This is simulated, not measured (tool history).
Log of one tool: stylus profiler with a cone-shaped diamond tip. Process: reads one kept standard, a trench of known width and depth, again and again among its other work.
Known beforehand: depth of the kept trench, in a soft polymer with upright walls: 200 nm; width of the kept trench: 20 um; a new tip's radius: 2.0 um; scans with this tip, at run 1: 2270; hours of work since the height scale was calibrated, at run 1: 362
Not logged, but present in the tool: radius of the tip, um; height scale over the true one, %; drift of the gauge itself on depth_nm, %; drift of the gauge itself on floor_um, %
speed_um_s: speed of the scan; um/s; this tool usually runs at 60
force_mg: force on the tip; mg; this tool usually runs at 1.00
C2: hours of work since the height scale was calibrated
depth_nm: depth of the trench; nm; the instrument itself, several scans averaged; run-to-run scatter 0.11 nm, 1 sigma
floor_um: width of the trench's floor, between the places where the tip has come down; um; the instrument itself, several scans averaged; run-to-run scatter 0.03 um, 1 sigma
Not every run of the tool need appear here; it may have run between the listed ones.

{"run": 1, "hour": 0.0, "speed_um_s": 60, "force_mg": 1.0, "scans with this tip": 2270, "C2": 362, "depth_nm": 201.52, "floor_um": 17.91}
{"run": 2, "hour": 29.5, "speed_um_s": 60, "force_mg": 1.0, "scans with this tip": 2355, "C2": 375, "depth_nm": 201.42, "floor_um": 17.91}
{"run": 3, "hour": 52.4, "speed_um_s": 60, "force_mg": 2.18, "scans with this tip": 2422, "C2": 386, "depth_nm": 202.54, "floor_um": 18.01}
{"run": 4, "hour": 69.4, "speed_um_s": 60, "force_mg": 2.18, "scans with this tip": 2470, "C2": 393, "depth_nm": 202.39, "floor_um": 17.97}
{"run": 5, "hour": 84.7, "speed_um_s": 60, "force_mg": 1.0, "scans with this tip": 2515, "C2": 400, "depth_nm": 201.51, "floor_um": 17.91}
{"run": 6, "hour": 119.1, "speed_um_s": 60, "force_mg": 1.0, "scans with this tip": 2614, "C2": 416, "depth_nm": 201.69, "floor_um": 17.85}
{"run": 7, "hour": 135.4, "speed_um_s": 60, "force_mg": 1.0, "scans with this tip": 2661, "C2": 424, "depth_nm": 201.33, "floor_um": 17.94}
{"run": 8, "hour": 154.1, "speed_um_s": 60, "force_mg": 1.0, "scans with this tip": 2714, "C2": 432, "depth_nm": 201.4, "floor_um": 17.9}
{"run": 9, "hour": 174.1, "speed_um_s": 60, "force_mg": 1.0, "scans with this tip": 2772, "C2": 442, "depth_nm": 201.67, "floor_um": 17.89}
{"run": 10, "hour": 196.1, "speed_um_s": 60, "force_mg": 1.0, "scans with this tip": 2835, "C2": 452, "depth_nm": 201.67, "floor_um": 17.9}
{"run": 11, "hour": 231.2, "speed_um_s": 134, "force_mg": 1.59, "scans with this tip": 2937, "C2": 468, "depth_nm": 202.09, "floor_um": 17.73}
{"run": 12, "hour": 254.8, "speed_um_s": 83, "force_mg": 0.83, "scans with this tip": 3005, "C2": 479, "depth_nm": 201.39, "floor_um": 17.77}
{"run": 13, "hour": 272.8, "speed_um_s": 83, "force_mg": 1.64, "scans with this tip": 3057, "C2": 487, "depth_nm": 202.25, "floor_um": 17.87}
{"run": 14, "hour": 291.0, "speed_um_s": 32, "force_mg": 2.1, "scans with this tip": 3109, "C2": 495, "depth_nm": 202.47, "floor_um": 18.05}
{"run": 15, "hour": 310.5, "speed_um_s": 57, "force_mg": 0.34, "scans with this tip": 3165, "C2": 504, "depth_nm": 201.23, "floor_um": 17.73}
{"run": 16, "hour": 330.0, "speed_um_s": 54, "force_mg": 0.54, "scans with this tip": 3221, "C2": 513, "depth_nm": 201.23, "floor_um": 17.79}
{"run": 17, "hour": 346.2, "speed_um_s": 54, "force_mg": 0.54, "scans with this tip": 3268, "C2": 520, "depth_nm": 201.12, "floor_um": 17.89}
{"run": 18, "hour": 380.6, "speed_um_s": 54, "force_mg": 1.97, "scans with this tip": 3367, "C2": 536, "depth_nm": 202.46, "floor_um": 17.93}
{"run": 19, "hour": 410.9, "speed_um_s": 209, "force_mg": 0.56, "scans with this tip": 3455, "C2": 550, "depth_nm": 201.39, "floor_um": 16.97}

Forecast each of these 3 alternatives for the next run:
{"run": "A", "hour": 426.6, "speed_um_s": 49, "force_mg": 2.39, "scans with this tip": 3500, "C2": 557, "depth_nm": "?", "floor_um": "?"}
{"run": "B", "hour": 426.6, "speed_um_s": 44, "force_mg": 0.55, "scans with this tip": 3500, "C2": 557, "depth_nm": "?", "floor_um": "?"}
{"run": "C", "hour": 426.6, "speed_um_s": 47, "force_mg": 0.53, "scans with this tip": 3500, "C2": 557, "depth_nm": "?", "floor_um": "?"}

run=A depth_nm=202.74 floor_um=17.95
run=B depth_nm=201.30 floor_um=17.84
run=C depth_nm=201.19 floor_um=17.80
Without the tool's unlogged condition, the same runs would have read:
run=A depth_nm=202.26 floor_um=18.13
run=B depth_nm=200.82 floor_um=18.02
run=C depth_nm=200.71 floor_um=17.98
